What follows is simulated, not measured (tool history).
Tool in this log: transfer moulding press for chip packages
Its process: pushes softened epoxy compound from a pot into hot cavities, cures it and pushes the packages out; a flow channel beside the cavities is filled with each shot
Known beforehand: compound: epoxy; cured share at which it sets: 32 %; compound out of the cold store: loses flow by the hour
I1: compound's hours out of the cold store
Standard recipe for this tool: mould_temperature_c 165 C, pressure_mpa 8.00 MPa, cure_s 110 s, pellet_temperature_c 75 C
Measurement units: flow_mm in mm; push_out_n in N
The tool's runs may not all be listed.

{"run": 1, "hour": 0.0, "mould_temperature_c": 165, "pressure_mpa": 8.0, "cure_s": 110, "pellet_temperature_c": 75, "I1": 15.1, "flow_mm": 679, "push_out_n": 489}
{"run": 2, "hour": 23.9, "mould_temperature_c": 165, "pressure_mpa": 8.0, "cure_s": 110, "pellet_temperature_c": 75, "I1": 14.2, "flow_mm": 685, "push_out_n": 502}
{"hour": 32.6, "done": "cavities cleaned with cleaning compound and waxed"}
{"run": 3, "hour": 48.2, "mould_temperature_c": 165, "pressure_mpa": 8.0, "cure_s": 110, "pellet_temperature_c": 75, "I1": 35.4, "flow_mm": 641, "push_out_n": 508}
{"run": 4, "hour": 77.3, "mould_temperature_c": 165, "pressure_mpa": 8.0, "cure_s": 110, "pellet_temperature_c": 75, "I1": 41.4, "flow_mm": 630, "push_out_n": 496}
{"hour": 87.7, "done": "cavities cleaned with cleaning compound and waxed"}
{"run": 5, "hour": 95.4, "mould_temperature_c": 165, "pressure_mpa": 8.0, "cure_s": 110, "pellet_temperature_c": 75, "I1": 42.9, "flow_mm": 626, "push_out_n": 493}
{"run": 6, "hour": 118.8, "mould_temperature_c": 165, "pressure_mpa": 8.0, "cure_s": 110, "pellet_temperature_c": 81, "I1": 26.3, "flow_mm": 657, "push_out_n": 477}
{"hour": 143.6, "done": "cavities cleaned with cleaning compound and waxed"}
{"run": 7, "hour": 148.3, "mould_temperature_c": 165, "pressure_mpa": 8.0, "cure_s": 110, "pellet_temperature_c": 81, "I1": 40.5, "flow_mm": 627, "push_out_n": 478}
{"run": 8, "hour": 161.8, "mould_temperature_c": 169, "pressure_mpa": 8.0, "cure_s": 110, "pellet_temperature_c": 81, "I1": 42.7, "flow_mm": 618, "push_out_n": 431}
{"run": 9, "hour": 184.0, "mould_temperature_c": 169, "pressure_mpa": 8.0, "cure_s": 110, "pellet_temperature_c": 81, "I1": 40.2, "flow_mm": 621, "push_out_n": 433}
{"hour": 197.8, "done": "cavities cleaned with cleaning compound and waxed"}
{"run": 10, "hour": 200.8, "mould_temperature_c": 169, "pressure_mpa": 8.0, "cure_s": 110, "pellet_temperature_c": 81, "I1": 15.5, "flow_mm": 668, "push_out_n": 454}
{"run": 11, "hour": 230.1, "mould_temperature_c": 165, "pressure_mpa": 7.89, "cure_s": 110, "pellet_temperature_c": 75, "I1": 39.7, "flow_mm": 627, "push_out_n": 485}
{"hour": 252.2, "done": "cavities cleaned with cleaning compound and waxed"}
{"run": 12, "hour": 260.1, "mould_temperature_c": 173, "pressure_mpa": 6.23, "cure_s": 125, "pellet_temperature_c": 84, "I1": 43.8, "flow_mm": 536, "push_out_n": 439}
{"run": 13, "hour": 280.4, "mould_temperature_c": 173, "pressure_mpa": 6.23, "cure_s": 125, "pellet_temperature_c": 84, "I1": 10.4, "flow_mm": 590, "push_out_n": 414}
{"hour": 306.9, "done": "cavities cleaned with cleaning compound and waxed"}
{"run": 14, "hour": 309.2, "mould_temperature_c": 163, "pressure_mpa": 8.81, "cure_s": 120, "pellet_temperature_c": 75, "I1": 25.0, "flow_mm": 697, "push_out_n": 478}
{"run": 15, "hour": 339.4, "mould_temperature_c": 163, "pressure_mpa": 8.81, "cure_s": 120, "pellet_temperature_c": 75, "I1": 26.9, "flow_mm": 694, "push_out_n": 472}
{"run": 16, "hour": 353.5, "mould_temperature_c": 167, "pressure_mpa": 9.29, "cure_s": 90, "pellet_temperature_c": 75, "I1": 18.3, "flow_mm": 719, "push_out_n": 631}
{"hour": 360.9, "done": "cavities cleaned with cleaning compound and waxed"}
{"run": 17, "hour": 371.1, "mould_temperature_c": 167, "pressure_mpa": 7.58, "cure_s": 110, "pellet_temperature_c": 75, "I1": 18.3, "flow_mm": 649, "push_out_n": 464}

Each row is a separate what-if for the run after 17, all from the same tool condition, not one after another. Results?
{"run": "A", "hour": 385.2, "mould_temperature_c": 158, "pressure_mpa": 9.97, "cure_s": 110, "pellet_temperature_c": 75, "I1": 47.7, "flow_mm": "?", "push_out_n": "?"}
{"run": "B", "hour": 385.2, "mould_temperature_c": 166, "pressure_mpa": 7.25, "cure_s": 110, "pellet_temperature_c": 75, "I1": 37.6, "flow_mm": "?", "push_out_n": "?"}
{"run": "C", "hour": 385.2, "mould_temperature_c": 165, "pressure_mpa": 7.58, "cure_s": 107, "pellet_temperature_c": 66, "I1": 34.1, "flow_mm": "?", "push_out_n": "?"}

run=A flow_mm=708 push_out_n=712
run=B flow_mm=601 push_out_n=472
run=C flow_mm=627 push_out_n=509
Stripped of hidden state, with their random variation kept, the same runs would have yielded:
run=A flow_mm=708 push_out_n=710
run=B flow_mm=602 push_out_n=471
run=C flow_mm=628 push_out_n=507
